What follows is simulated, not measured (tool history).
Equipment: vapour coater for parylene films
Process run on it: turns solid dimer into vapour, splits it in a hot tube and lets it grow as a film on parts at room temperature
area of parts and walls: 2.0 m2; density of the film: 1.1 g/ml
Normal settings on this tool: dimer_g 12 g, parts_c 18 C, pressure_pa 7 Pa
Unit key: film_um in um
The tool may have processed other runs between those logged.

| run | hour | dimer_g | parts_c | pressure_pa | film_um |
|---|---|---|---|---|---|
| 1 | 0 | 12 | 18 | 7 | 3.12 |
|  | 17.3 | trap's valve overhauled |
| 2 | 21.3 | 12 | 26 | 7 | 2.37 |
| 3 | 37.7 | 12 | 18 | 7 | 3.1 |
| 4 | 49.9 | 12 | 18 | 7 | 3.11 |
| 5 | 58.2 | 12 | 18 | 7 | 3.12 |
| 6 | 67.9 | 12 | 18 | 7 | 3.14 |
| 7 | 78.1 | 12 | 18 | 8.45 | 3.1 |
| 8 | 94.4 | 12 | 18 | 8.45 | 3.07 |
| 9 | 103.1 | 12 | 18 | 8.45 | 3.08 |
| 10 | 118.6 | 12 | 18 | 8.45 | 3.09 |
| 11 | 128.6 | 12 | 18 | 8.45 | 3.08 |
| 12 | 146.6 | 12 | 18 | 8.45 | 3.09 |
| 13 | 164.5 | 12 | 18 | 7 | 3.11 |
| 14 | 178.4 | 12 | 18 | 7 | 3.11 |
| 15 | 197.4 | 12 | 18 | 7 | 3.12 |
| 16 | 205.7 | 12 | 18 | 7 | 3.1 |
| 17 | 215.2 | 12 | 18 | 7 | 3.1 |
| 18 | 224.5 | 12 | 18 | 7 | 3.11 |
| 19 | 239.5 | 18 | 15 | 3.02 | 5.4 |
| 20 | 253.7 | 18 | 15 | 3.02 | 5.41 |
| 21 | 262.5 | 18 | 15 | 3.02 | 5.39 |
| 22 | 275.3 | 18 | 15 | 3.02 | 5.39 |
| 23 | 286.3 | 18 | 22 | 3.02 | 4.24 |
|  | 304.7 | trap's valve overhauled |
| 24 | 307.4 | 18 | 11 | 3.02 | 6.2 |
| 25 | 321.3 | 18 | 12 | 5.24 | 5.79 |
| 26 | 332 | 8 | 21 | 2.71 | 1.97 |
| 27 | 340.6 | 8 | 21 | 2.71 | 1.98 |
| 28 | 353.1 | 8 | 21 | 2.71 | 1.99 |
| 29 | 369 | 8 | 21 | 2.71 | 1.99 |
| 30 | 380.3 | 8 | 21 | 2.71 | 1.97 |
| 31 | 397.2 | 8 | 25 | 2.16 | 1.74 |
| 32 | 413.3 | 7 | 18 | 2.24 | 1.94 |
| 33 | 430.2 | 7 | 18 | 2.24 | 1.92 |
| 34 | 441 | 12 | 18 | 8.13 | 3.1 |

Branching from run 34: 3 alternative next runs. What would each branch give?
| A | 452.7 | 12 | 27 | 4.04 | ? |
| B | 452.7 | 6 | 14 | 3.7 | ? |
| C | 452.7 | 12 | 18 | 3.13 | ? |

| run | film_um |
|---|---|
| A | 2.37 |
| B | 1.84 |
| C | 3.23 |
Stripped of hidden state, with their random variation kept, the same runs would have yielded:
| run | film_um |
|---|---|
| A | 2.37 |
| B | 1.84 |
| C | 3.23 |

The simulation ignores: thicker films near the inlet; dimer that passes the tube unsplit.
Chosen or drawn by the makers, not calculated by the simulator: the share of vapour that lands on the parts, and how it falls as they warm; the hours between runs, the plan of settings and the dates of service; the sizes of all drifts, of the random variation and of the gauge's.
